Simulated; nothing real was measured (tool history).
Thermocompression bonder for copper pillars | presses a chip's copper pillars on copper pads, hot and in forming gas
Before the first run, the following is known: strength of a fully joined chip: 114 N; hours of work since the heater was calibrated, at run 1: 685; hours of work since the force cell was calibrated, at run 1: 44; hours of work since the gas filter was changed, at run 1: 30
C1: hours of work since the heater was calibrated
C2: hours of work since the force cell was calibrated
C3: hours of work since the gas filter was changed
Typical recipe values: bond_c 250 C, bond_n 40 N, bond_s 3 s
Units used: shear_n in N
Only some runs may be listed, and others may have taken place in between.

Run 1, day 0.000: usual settings; C1 685; C2 44; C3 30. Result: shear_n 83.3 N.
Run 2, day 0.333: usual settings but bond_c 280 C; C1 691; C2 50; C3 36. Result: shear_n 98.0 N.
Run 3, day 0.788: usual settings but bond_s 6 s; C1 699; C2 59; C3 45. Result: shear_n 93.9 N.
Run 4, day 1.046: usual settings but bond_s 6 s; C1 703; C2 63; C3 49. Result: shear_n 93.3 N.
Run 5, day 1.262: usual settings but bond_s 6 s; C1 707; C2 67; C3 53. Result: shear_n 93.8 N.
Run 6, day 1.504: usual settings but bond_s 6 s; C1 712; C2 72; C3 58. Result: shear_n 92.4 N.
Run 7, day 1.912: usual settings; C1 719; C2 79; C3 65. Result: shear_n 80.5 N.
Run 8, day 2.150: usual settings but bond_n 41 N; C1 723; C2 83; C3 69. Result: shear_n 80.7 N.
Run 9, day 2.517: usual settings but bond_n 41 N; C1 730; C2 90; C3 76. Result: shear_n 80.4 N.
Run 10, day 2.833: usual settings but bond_n 41 N; C1 736; C2 96; C3 82. Result: shear_n 78.5 N.
At day 3.217: heater calibrated with a thermocouple chip.
Run 11, day 3.229: usual settings but bond_s 7 s; C1 0; C2 101; C3 87. Result: shear_n 88.4 N.
Run 12, day 3.525: usual settings but bond_s 7 s; C1 6; C2 106; C3 93. Result: shear_n 87.1 N.
Run 13, day 3.829: usual settings but bond_s 7 s; C1 11; C2 112; C3 98. Result: shear_n 86.0 N.
Run 14, day 4.162: usual settings but bond_c 261 C, bond_n 45 N, bond_s 5 s; C1 17; C2 118; C3 104. Result: shear_n 88.9 N.
Run 15, day 4.504: usual settings but bond_c 223 C, bond_n 45 N, bond_s 2 s; C1 23; C2 124; C3 110. Result: shear_n 49.7 N.
At day 4.612: force cell calibrated.
At day 4.967: forming gas filter changed.
Run 16, day 4.967: usual settings but bond_c 223 C, bond_n 45 N, bond_s 2 s; C1 30; C2 6; C3 0. Result: shear_n 55.9 N.
Run 17, day 5.479: usual settings but bond_n 31 N; C1 39; C2 15; C3 9. Result: shear_n 70.9 N.
At day 5.712: force cell calibrated, once more.
Run 18, day 5.888: usual settings but bond_n 48 N, bond_s 2 s; C1 46; C2 3; C3 16. Result: shear_n 75.8 N.
Run 19, day 6.383: usual settings but bond_n 48 N, bond_s 2 s; C1 55; C2 12; C3 24. Result: shear_n 76.8 N.
Run 20, day 6.638: usual settings but bond_n 35 N, bond_s 2 s; C1 59; C2 17; C3 29. Result: shear_n 64.4 N.
Run 21, day 7.092: usual settings but bond_n 35 N, bond_s 2 s; C1 67; C2 25; C3 37. Result: shear_n 63.5 N.
Run 22, day 7.567: usual settings but bond_s 2 s; C1 76; C2 33; C3 46. Result: shear_n 69.9 N.
Run 23, day 8.033: usual settings but bond_s 2 s; C1 84; C2 42; C3 54. Result: shear_n 68.7 N.

5 ways to go on from here, each from the tool as it stands after run 23. What would each give?
Run A, day 8.342: usual settings but bond_n 31 N; C1 90; C2 47; C3 60. Result: shear_n ?.
Run B, day 8.342: usual settings but bond_c 254 C, bond_n 28 N, bond_s 5 s; C1 90; C2 47; C3 60. Result: shear_n ?.
Run C, day 8.342: usual settings but bond_n 56 N, bond_s 2 s; C1 90; C2 47; C3 60. Result: shear_n ?.
Run D, day 8.342: usual settings but bond_c 253 C, bond_n 34 N; C1 90; C2 47; C3 60. Result: shear_n ?.
Run E, day 8.342: usual settings but bond_n 53 N, bond_s 2 s; C1 90; C2 47; C3 60. Result: shear_n ?.

run  shear_n
  A     67.9
  B     77.0
  C     78.1
  D     72.8
  E     75.5
Had the tool no hidden state, the same runs would have come out as:
run  shear_n
  A     72.2
  B     81.9
  C     83.1
  D     77.4
  E     80.3

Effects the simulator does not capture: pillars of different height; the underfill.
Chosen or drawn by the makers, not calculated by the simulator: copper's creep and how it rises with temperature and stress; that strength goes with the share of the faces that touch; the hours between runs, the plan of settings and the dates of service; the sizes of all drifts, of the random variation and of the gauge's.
